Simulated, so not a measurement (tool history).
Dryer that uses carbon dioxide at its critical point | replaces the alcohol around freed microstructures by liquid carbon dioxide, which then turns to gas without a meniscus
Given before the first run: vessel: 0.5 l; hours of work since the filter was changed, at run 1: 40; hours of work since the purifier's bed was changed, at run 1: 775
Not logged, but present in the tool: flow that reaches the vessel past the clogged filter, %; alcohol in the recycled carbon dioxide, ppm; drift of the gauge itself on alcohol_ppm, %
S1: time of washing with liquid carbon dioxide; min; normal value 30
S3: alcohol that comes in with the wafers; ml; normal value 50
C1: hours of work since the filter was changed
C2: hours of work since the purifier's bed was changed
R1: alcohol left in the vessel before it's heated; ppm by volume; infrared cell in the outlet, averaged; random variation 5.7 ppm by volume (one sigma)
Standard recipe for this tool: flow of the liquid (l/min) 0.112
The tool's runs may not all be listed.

Run 1, hour 0.0: usual settings; C1 40; C2 775. Result: R1 306 ppm by volume.
Run 2, hour 24.6: usual settings; C1 54; C2 789. Result: R1 320 ppm by volume.
Run 3, hour 58.1: usual settings; C1 73; C2 808. Result: R1 362 ppm by volume.
Run 4, hour 75.9: usual settings; C1 83; C2 818. Result: R1 370 ppm by volume.
Run 5, hour 118.9: usual settings; C1 108; C2 842. Result: R1 415 ppm by volume.
Run 6, hour 151.2: usual settings; C1 126; C2 860. Result: R1 464 ppm by volume.
Run 7, hour 195.5: usual settings; C1 151; C2 885. Result: R1 517 ppm by volume.
At hour 210.7: inlet filter changed.
Run 8, hour 217.3: usual settings but S1 44 min; C1 4; C2 897. Result: R1 88 ppm by volume.
Run 9, hour 255.6: usual settings but S1 44 min; C1 25; C2 919. Result: R1 100 ppm by volume.
At hour 297.8: purifier's bed changed.
Run 10, hour 299.2: usual settings but S1 44 min, S3 96 ml; C1 48; C2 1. Result: R1 42 ppm by volume.
Run 11, hour 327.2: usual settings but S1 41 min; C1 64; C2 17. Result: R1 30 ppm by volume.
Run 12, hour 359.0: usual settings but S1 41 min; C1 82; C2 35. Result: R1 43 ppm by volume.
Run 13, hour 393.9: usual settings but S1 18 min; C1 102; C2 54. Result: R1 3129 ppm by volume.
Run 14, hour 413.3: usual settings; C1 113; C2 65. Result: R1 345 ppm by volume.
Run 15, hour 448.2: usual settings but S3 22 ml; C1 133; C2 85. Result: R1 176 ppm by volume.
Run 16, hour 477.4: usual settings but S1 40 min; C1 149; C2 102. Result: R1 82 ppm by volume.
At hour 497.6: inlet filter changed.
Run 17, hour 517.1: usual settings but flow of the liquid (l/min) 0.178, S3 22 ml; C1 11; C2 123. Result: R1 22 ppm by volume.
Run 18, hour 537.1: usual settings but S3 112 ml; C1 22; C2 135. Result: R1 480 ppm by volume.
Run 19, hour 573.0: usual settings but S3 112 ml; C1 43; C2 155. Result: R1 530 ppm by volume.
Run 20, hour 596.7: usual settings but S1 35 min, flow of the liquid (l/min) 0.086, S3 114 ml; C1 56; C2 168. Result: R1 995 ppm by volume.
Run 21, hour 630.0: usual settings but S3 24 ml; C1 75; C2 187. Result: R1 157 ppm by volume.
Run 22, hour 653.2: usual settings but S3 24 ml; C1 88; C2 200. Result: R1 167 ppm by volume.
Run 23, hour 690.4: usual settings but S3 24 ml; C1 109; C2 221. Result: R1 190 ppm by volume.
Run 24, hour 713.6: usual settings but S3 24 ml; C1 122; C2 235. Result: R1 194 ppm by volume.
Run 25, hour 742.4: usual settings but S1 44 min, flow of the liquid (l/min) 0.083; C1 138; C2 251. Result: R1 249 ppm by volume.
Run 26, hour 773.4: usual settings but S1 44 min, flow of the liquid (l/min) 0.083; C1 156; C2 268. Result: R1 271 ppm by volume.
At hour 782.9: inlet filter changed.
Run 27, hour 799.8: usual settings but S1 44 min, flow of the liquid (l/min) 0.083; C1 10; C2 283. Result: R1 142 ppm by volume.
Run 28, hour 843.5: usual settings but flow of the liquid (l/min) 0.077, S3 108 ml; C1 34; C2 307. Result: R1 3005 ppm by volume.
Run 29, hour 863.9: usual settings but S1 33 min, flow of the liquid (l/min) 0.177, S3 22 ml; C1 46; C2 319. Result: R1 41 ppm by volume.
Run 30, hour 898.2: usual settings but S1 33 min, flow of the liquid (l/min) 0.171, S3 41 ml; C1 65; C2 338. Result: R1 43 ppm by volume.
Run 31, hour 931.7: usual settings but S1 48 min, S3 47 ml; C1 84; C2 357. Result: R1 40 ppm by volume.
Run 32, hour 965.9: usual settings but S1 22 min, flow of the liquid (l/min) 0.175, S3 67 ml; C1 103; C2 377. Result: R1 258 ppm by volume.

What would each run have given without the hidden state, its run-to-run variation left as it was?
run    R1
  1   181
  2   180
  3   183
  4   174
  5   181
  6   189
  7   188
  8     5
  9    12
 10    32
 11    17
 12    24
 13  2244
 14   186
 15    83
 16    29
 17    10
 18   415
 19   410
 20   742
 21    95
 22    95
 23    97
 24    90
 25   104
 26   100
 27   105
 28  2535
 29    10
 30     8
 31     2
 32   111
